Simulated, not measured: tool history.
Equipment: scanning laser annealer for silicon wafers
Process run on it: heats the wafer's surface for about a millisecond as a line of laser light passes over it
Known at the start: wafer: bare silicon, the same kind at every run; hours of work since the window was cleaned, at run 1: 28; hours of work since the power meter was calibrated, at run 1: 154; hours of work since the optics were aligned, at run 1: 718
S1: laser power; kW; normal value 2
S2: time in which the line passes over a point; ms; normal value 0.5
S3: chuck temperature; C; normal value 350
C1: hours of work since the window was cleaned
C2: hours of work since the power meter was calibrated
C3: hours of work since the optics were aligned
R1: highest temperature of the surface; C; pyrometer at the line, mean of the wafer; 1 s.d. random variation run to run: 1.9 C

{"run": 1, "day": 0.0, "S1": 2, "S2": 0.5, "S3": 350, "C1": 28, "C2": 154, "C3": 718, "R1": 1111}
{"run": 2, "day": 0.592, "S1": 2.01, "S2": 0.5, "S3": 350, "C1": 40, "C2": 165, "C3": 729, "R1": 1113}
{"run": 3, "day": 1.433, "S1": 2, "S2": 0.561, "S3": 350, "C1": 55, "C2": 181, "C3": 745, "R1": 1146}
{"day": 1.721, "done": "optics aligned, line set to its width"}
{"run": 4, "day": 2.412, "S1": 2, "S2": 0.5, "S3": 355, "C1": 70, "C2": 195, "C3": 13, "R1": 1101}
{"run": 5, "day": 3.067, "S1": 2, "S2": 0.5, "S3": 355, "C1": 82, "C2": 208, "C3": 25, "R1": 1102}
{"run": 6, "day": 3.721, "S1": 2, "S2": 0.5, "S3": 355, "C1": 94, "C2": 220, "C3": 37, "R1": 1098}
{"run": 7, "day": 4.146, "S1": 2, "S2": 0.5, "S3": 355, "C1": 102, "C2": 228, "C3": 45, "R1": 1097}
{"day": 5.021, "done": "optics aligned, line set to its width, once more"}
{"run": 8, "day": 5.062, "S1": 2, "S2": 0.5, "S3": 355, "C1": 116, "C2": 241, "C3": 1, "R1": 1130}

What will run 9 give?
{"run": 9, "day": 5.796, "S1": 2, "S2": 0.486, "S3": 350, "C1": 129, "C2": 255, "C3": 15, "R1": "?"}

R1: 1112 C
The same run, on a tool lacking any hidden state, would have yielded R1 1121 C.

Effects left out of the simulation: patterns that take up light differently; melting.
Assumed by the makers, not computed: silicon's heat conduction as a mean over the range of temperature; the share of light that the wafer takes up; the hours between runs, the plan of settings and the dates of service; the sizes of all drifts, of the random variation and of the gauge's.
